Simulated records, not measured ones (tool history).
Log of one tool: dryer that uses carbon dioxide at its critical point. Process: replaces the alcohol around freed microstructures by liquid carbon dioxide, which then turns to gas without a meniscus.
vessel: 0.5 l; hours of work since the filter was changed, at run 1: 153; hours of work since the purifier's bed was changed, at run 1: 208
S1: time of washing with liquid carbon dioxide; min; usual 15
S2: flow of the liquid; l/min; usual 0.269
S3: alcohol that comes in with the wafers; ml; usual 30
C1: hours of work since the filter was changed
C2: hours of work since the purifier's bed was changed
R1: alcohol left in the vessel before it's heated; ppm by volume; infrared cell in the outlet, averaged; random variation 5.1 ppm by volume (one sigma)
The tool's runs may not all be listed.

run 1 hour=0.0 | S1=15 S2=0.269 S3=30 | C1=153 C2=208 | R1=130
run 2 hour=9.7 | S1=15 S2=0.269 S3=30 | C1=160 C2=214 | R1=131
run 3 hour=17.0 | S1=15 S2=0.269 S3=30 | C1=164 C2=219 | R1=134
run 4 hour=25.7 | S1=15 S2=0.269 S3=30 | C1=170 C2=225 | R1=127
run 5 hour=35.5 | S1=10 S2=0.269 S3=30 | C1=176 C2=231 | R1=839
run 6 hour=47.7 | S1=10 S2=0.269 S3=30 | C1=184 C2=239 | R1=810
run 7 hour=58.4 | S1=10 S2=0.269 S3=30 | C1=191 C2=245 | R1=822
run 8 hour=66.5 | S1=10 S2=0.269 S3=30 | C1=196 C2=251 | R1=827
run 9 hour=78.4 | S1=10 S2=0.269 S3=60 | C1=203 C2=258 | R1=1646
run 10 hour=85.4 | S1=10 S2=0.269 S3=60 | C1=208 C2=263 | R1=1615
run 11 hour=93.2 | S1=12 S2=0.268 S3=87 | C1=213 C2=268 | R1=1039
run 12 hour=100.2 | S1=15 S2=0.307 S3=30 | C1=217 C2=272 | R1=89
run 13 hour=111.0 | S1=15 S2=0.353 S3=87 | C1=224 C2=279 | R1=76
run 14 hour=118.1 | S1=17 S2=0.353 S3=102 | C1=229 C2=283 | R1=73
run 15 hour=130.0 | S1=16 S2=0.191 S3=48 | C1=236 C2=291 | R1=836
run 16 hour=135.6 | S1=16 S2=0.191 S3=48 | C1=240 C2=295 | R1=815
run 17 hour=142.1 | S1=11 S2=0.380 S3=115 | C1=244 C2=299 | R1=338
run 18 hour=153.5 | S1=18 S2=0.269 S3=38 | C1=251 C2=306 | R1=89

Hidden state or all else? Some run-to-run changes of R1, split into what the settings, what came in and random variation would give without the hidden state, and what is left for the hidden state (with any gauge scatter that isn't in both results):
The hidden state here: flow that reaches the vessel past the clogged filter, %; alcohol in the recycled carbon dioxide, ppm; drift of the gauge itself on alcohol_ppm, %.
Run 11 -> 12: S1 12 -> 15, S2 0.268 -> 0.307, S3 87 -> 30. R1 -950 ppm by volume: hidden state -245, all else -705.

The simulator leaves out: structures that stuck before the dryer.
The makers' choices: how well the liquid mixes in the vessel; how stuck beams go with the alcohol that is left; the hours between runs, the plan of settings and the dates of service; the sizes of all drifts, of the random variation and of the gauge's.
